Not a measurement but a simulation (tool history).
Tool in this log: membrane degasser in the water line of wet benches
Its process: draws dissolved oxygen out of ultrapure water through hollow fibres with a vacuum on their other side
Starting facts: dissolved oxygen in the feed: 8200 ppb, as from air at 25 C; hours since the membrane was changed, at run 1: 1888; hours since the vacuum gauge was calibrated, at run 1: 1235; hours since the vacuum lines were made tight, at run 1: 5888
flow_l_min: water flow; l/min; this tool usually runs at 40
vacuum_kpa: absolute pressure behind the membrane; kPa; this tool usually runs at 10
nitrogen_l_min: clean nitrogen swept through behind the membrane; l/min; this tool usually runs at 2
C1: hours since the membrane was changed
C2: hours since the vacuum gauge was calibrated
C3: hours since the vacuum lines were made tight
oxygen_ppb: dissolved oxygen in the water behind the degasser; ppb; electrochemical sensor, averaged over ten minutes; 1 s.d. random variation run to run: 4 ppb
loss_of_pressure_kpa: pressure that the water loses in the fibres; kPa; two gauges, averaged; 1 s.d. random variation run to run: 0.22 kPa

run 1 day=0 | flow_l_min=40 vacuum_kpa=10 nitrogen_l_min=2 | C1=1888 C2=1235 C3=5888 | oxygen_ppb=402.7 loss_of_pressure_kpa=54.2
run 2 day=5.146 | flow_l_min=40 vacuum_kpa=10 nitrogen_l_min=2 | C1=2011 C2=1359 C3=6012 | oxygen_ppb=401.6 loss_of_pressure_kpa=54.37
run 3 day=9.721 | flow_l_min=60 vacuum_kpa=10 nitrogen_l_min=2 | C1=2121 C2=1469 C3=6121 | oxygen_ppb=750.4 loss_of_pressure_kpa=81.04
-- day=10.275 seals of the vacuum lines changed
run 4 day=12.904 | flow_l_min=60 vacuum_kpa=10 nitrogen_l_min=2 | C1=2195 C2=1543 C3=63 | oxygen_ppb=755.4 loss_of_pressure_kpa=80.68
run 5 day=18.217 | flow_l_min=60 vacuum_kpa=10 nitrogen_l_min=2 | C1=2323 C2=1671 C3=191 | oxygen_ppb=762.1 loss_of_pressure_kpa=81.71
run 6 day=22.471 | flow_l_min=60 vacuum_kpa=10 nitrogen_l_min=2 | C1=2425 C2=1773 C3=293 | oxygen_ppb=760 loss_of_pressure_kpa=81.49
run 7 day=24.842 | flow_l_min=60 vacuum_kpa=10 nitrogen_l_min=2 | C1=2482 C2=1830 C3=350 | oxygen_ppb=747.4 loss_of_pressure_kpa=81.19
run 8 day=29.642 | flow_l_min=60 vacuum_kpa=10 nitrogen_l_min=4.52 | C1=2597 C2=1945 C3=465 | oxygen_ppb=551.2 loss_of_pressure_kpa=81.68
run 9 day=34.029 | flow_l_min=33 vacuum_kpa=10 nitrogen_l_min=5.68 | C1=2702 C2=2050 C3=570 | oxygen_ppb=154.8 loss_of_pressure_kpa=44.87
run 10 day=39.175 | flow_l_min=63 vacuum_kpa=15.2 nitrogen_l_min=5.68 | C1=2826 C2=2174 C3=694 | oxygen_ppb=699.2 loss_of_pressure_kpa=86.05
run 11 day=44.183 | flow_l_min=58 vacuum_kpa=11.3 nitrogen_l_min=2.65 | C1=2946 C2=2294 C3=814 | oxygen_ppb=690.7 loss_of_pressure_kpa=78.54
run 12 day=48.808 | flow_l_min=50 vacuum_kpa=22.1 nitrogen_l_min=2.65 | C1=3057 C2=2405 C3=925 | oxygen_ppb=941.2 loss_of_pressure_kpa=68.35
run 13 day=53.754 | flow_l_min=58 vacuum_kpa=13.3 nitrogen_l_min=2 | C1=3176 C2=2524 C3=1044 | oxygen_ppb=878.3 loss_of_pressure_kpa=79.6
run 14 day=56.112 | flow_l_min=34 vacuum_kpa=16.4 nitrogen_l_min=2 | C1=3232 C2=2580 C3=1100 | oxygen_ppb=540.4 loss_of_pressure_kpa=46.19
run 15 day=58.525 | flow_l_min=38 vacuum_kpa=7.4 nitrogen_l_min=5.11 | C1=3290 C2=2638 C3=1158 | oxygen_ppb=175.9 loss_of_pressure_kpa=51.93

Consider 3 possible next runs. They are alternatives, not a sequence: every one starts from the tool as it was left by run 15. What does each give?
run A day=63.542 | flow_l_min=38 vacuum_kpa=7.8 nitrogen_l_min=5.11 | C1=3411 C2=2758 C3=1278 | oxygen_ppb=? loss_of_pressure_kpa=?
run B day=63.542 | flow_l_min=38 vacuum_kpa=16.2 nitrogen_l_min=4.85 | C1=3411 C2=2758 C3=1278 | oxygen_ppb=? loss_of_pressure_kpa=?
run C day=63.542 | flow_l_min=60 vacuum_kpa=7.4 nitrogen_l_min=5.11 | C1=3411 C2=2758 C3=1278 | oxygen_ppb=? loss_of_pressure_kpa=?

run=A oxygen_ppb=182.5 loss_of_pressure_kpa=52.08
run=B oxygen_ppb=335.2 loss_of_pressure_kpa=51.6
run=C oxygen_ppb=482 loss_of_pressure_kpa=81.79
Without the tool's hidden state the same runs would have given:
run=A oxygen_ppb=172.6 loss_of_pressure_kpa=51.16
run=B oxygen_ppb=325.3 loss_of_pressure_kpa=50.7
run=C oxygen_ppb=459 loss_of_pressure_kpa=80.36
